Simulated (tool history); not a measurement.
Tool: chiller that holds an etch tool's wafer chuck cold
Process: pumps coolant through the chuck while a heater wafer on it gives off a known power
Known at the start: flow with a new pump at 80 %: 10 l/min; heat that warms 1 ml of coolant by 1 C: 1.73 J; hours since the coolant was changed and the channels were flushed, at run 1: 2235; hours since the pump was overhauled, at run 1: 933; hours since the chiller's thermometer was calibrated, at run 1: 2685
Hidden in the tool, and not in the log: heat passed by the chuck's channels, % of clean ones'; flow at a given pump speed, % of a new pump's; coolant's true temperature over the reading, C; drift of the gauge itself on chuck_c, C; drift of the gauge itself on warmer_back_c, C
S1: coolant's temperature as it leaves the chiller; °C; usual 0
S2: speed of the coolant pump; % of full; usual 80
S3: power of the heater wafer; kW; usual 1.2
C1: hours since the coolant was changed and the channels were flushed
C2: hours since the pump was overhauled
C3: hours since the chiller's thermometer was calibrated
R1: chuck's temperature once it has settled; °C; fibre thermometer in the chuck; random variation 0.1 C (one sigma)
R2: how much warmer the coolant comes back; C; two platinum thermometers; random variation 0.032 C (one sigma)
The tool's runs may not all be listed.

{"run": 1, "hour": 0.0, "S1": 0, "S2": 80, "S3": 1.2, "C1": 2235, "C2": 933, "C3": 2685, "R1": 8.9, "R2": 4.12}
{"run": 2, "hour": 47.1, "S1": 0, "S2": 80, "S3": 1.2, "C1": 2282, "C2": 981, "C3": 2732, "R1": 9.1, "R2": 4.12}
{"run": 3, "hour": 95.8, "S1": 0, "S2": 80, "S3": 1.2, "C1": 2331, "C2": 1029, "C3": 2781, "R1": 9.1, "R2": 4.13}
{"run": 4, "hour": 120.9, "S1": 0, "S2": 80, "S3": 1.2, "C1": 2356, "C2": 1054, "C3": 2806, "R1": 9.1, "R2": 4.13}
{"run": 5, "hour": 164.0, "S1": 0, "S2": 80, "S3": 1.2, "C1": 2399, "C2": 1098, "C3": 2849, "R1": 9.1, "R2": 4.17}
{"run": 6, "hour": 206.4, "S1": 0, "S2": 80, "S3": 1.2, "C1": 2441, "C2": 1140, "C3": 2891, "R1": 8.9, "R2": 4.19}
{"hour": 252.1, "done": "chiller's thermometer calibrated"}
{"run": 7, "hour": 256.5, "S1": 0, "S2": 80, "S3": 1.2, "C1": 2490, "C2": 1189, "C3": 4, "R1": 9.1, "R2": 4.14}
{"run": 8, "hour": 295.7, "S1": 0, "S2": 94, "S3": 1.2, "C1": 2530, "C2": 1228, "C3": 44, "R1": 7.8, "R2": 3.57}
{"run": 9, "hour": 325.6, "S1": 0, "S2": 80, "S3": 1.2, "C1": 2560, "C2": 1258, "C3": 74, "R1": 8.9, "R2": 4.19}
{"run": 10, "hour": 370.6, "S1": 0, "S2": 80, "S3": 1.2, "C1": 2605, "C2": 1303, "C3": 119, "R1": 8.9, "R2": 4.17}
{"run": 11, "hour": 409.0, "S1": 0, "S2": 80, "S3": 1.2, "C1": 2643, "C2": 1342, "C3": 157, "R1": 9, "R2": 4.18}
{"run": 12, "hour": 457.5, "S1": -6, "S2": 80, "S3": 1.2, "C1": 2691, "C2": 1390, "C3": 205, "R1": 3.1, "R2": 4.2}
{"run": 13, "hour": 509.5, "S1": 0, "S2": 77, "S3": 1.2, "C1": 2744, "C2": 1442, "C3": 257, "R1": 9.3, "R2": 4.41}
{"run": 14, "hour": 538.7, "S1": 0, "S2": 77, "S3": 1.2, "C1": 2773, "C2": 1471, "C3": 287, "R1": 9.4, "R2": 4.36}
{"run": 15, "hour": 570.5, "S1": 0, "S2": 77, "S3": 1.2, "C1": 2804, "C2": 1503, "C3": 318, "R1": 9.4, "R2": 4.35}
{"run": 16, "hour": 613.8, "S1": 0, "S2": 90, "S3": 1.2, "C1": 2848, "C2": 1546, "C3": 362, "R1": 8.1, "R2": 3.7}
{"run": 17, "hour": 660.5, "S1": 0, "S2": 77, "S3": 1.2, "C1": 2894, "C2": 1593, "C3": 408, "R1": 9.2, "R2": 4.37}
{"run": 18, "hour": 702.1, "S1": 0, "S2": 77, "S3": 1.2, "C1": 2936, "C2": 1635, "C3": 450, "R1": 9.3, "R2": 4.39}
{"run": 19, "hour": 743.5, "S1": -4, "S2": 71, "S3": 1.2, "C1": 2977, "C2": 1676, "C3": 491, "R1": 6.1, "R2": 4.82}
{"run": 20, "hour": 774.9, "S1": -4, "S2": 71, "S3": 1.2, "C1": 3009, "C2": 1707, "C3": 523, "R1": 5.9, "R2": 4.91}
{"run": 21, "hour": 824.4, "S1": -5, "S2": 63, "S3": 0.658, "C1": 3058, "C2": 1757, "C3": 572, "R1": 1.1, "R2": 3.06}
{"run": 22, "hour": 877.7, "S1": -5, "S2": 63, "S3": 0.658, "C1": 3112, "C2": 1810, "C3": 626, "R1": 1, "R2": 3.05}
{"run": 23, "hour": 914.7, "S1": -5, "S2": 63, "S3": 0.658, "C1": 3149, "C2": 1847, "C3": 663, "R1": 1.1, "R2": 3.05}
{"run": 24, "hour": 963.4, "S1": 9, "S2": 63, "S3": 0.658, "C1": 3197, "C2": 1896, "C3": 711, "R1": 15, "R2": 3.04}
{"run": 25, "hour": 1014.6, "S1": 2, "S2": 80, "S3": 1.2, "C1": 3249, "C2": 1947, "C3": 763, "R1": 11, "R2": 4.26}
{"run": 26, "hour": 1054.5, "S1": 2, "S2": 80, "S3": 1.2, "C1": 3289, "C2": 1987, "C3": 802, "R1": 11.1, "R2": 4.34}
{"run": 27, "hour": 1085.2, "S1": 2, "S2": 80, "S3": 0.775, "C1": 3319, "C2": 2018, "C3": 833, "R1": 7.9, "R2": 2.88}
{"run": 28, "hour": 1116.7, "S1": 2, "S2": 80, "S3": 0.775, "C1": 3351, "C2": 2049, "C3": 865, "R1": 7.9, "R2": 2.85}
{"run": 29, "hour": 1165.9, "S1": 2, "S2": 80, "S3": 0.775, "C1": 3400, "C2": 2098, "C3": 914, "R1": 7.8, "R2": 2.9}
{"run": 30, "hour": 1203.9, "S1": -5, "S2": 80, "S3": 1.2, "C1": 3438, "C2": 2136, "C3": 952, "R1": 4.1, "R2": 4.27}
{"run": 31, "hour": 1239.8, "S1": -4, "S2": 96, "S3": 1.2, "C1": 3474, "C2": 2172, "C3": 988, "R1": 3.7, "R2": 3.61}
{"run": 32, "hour": 1264.2, "S1": 0, "S2": 80, "S3": 1.135, "C1": 3498, "C2": 2197, "C3": 1012, "R1": 8.5, "R2": 4.11}

How the hidden state differs across the entries between the runs, from the last listed run before each to the first after it:
Between runs 6 and 7: chiller's thermometer calibrated (hour 252.1)
  coolant's true temperature over the reading, C: -0.01 -> 0
  measured less the result without the state, R2: +0.03 -> +0.04 C
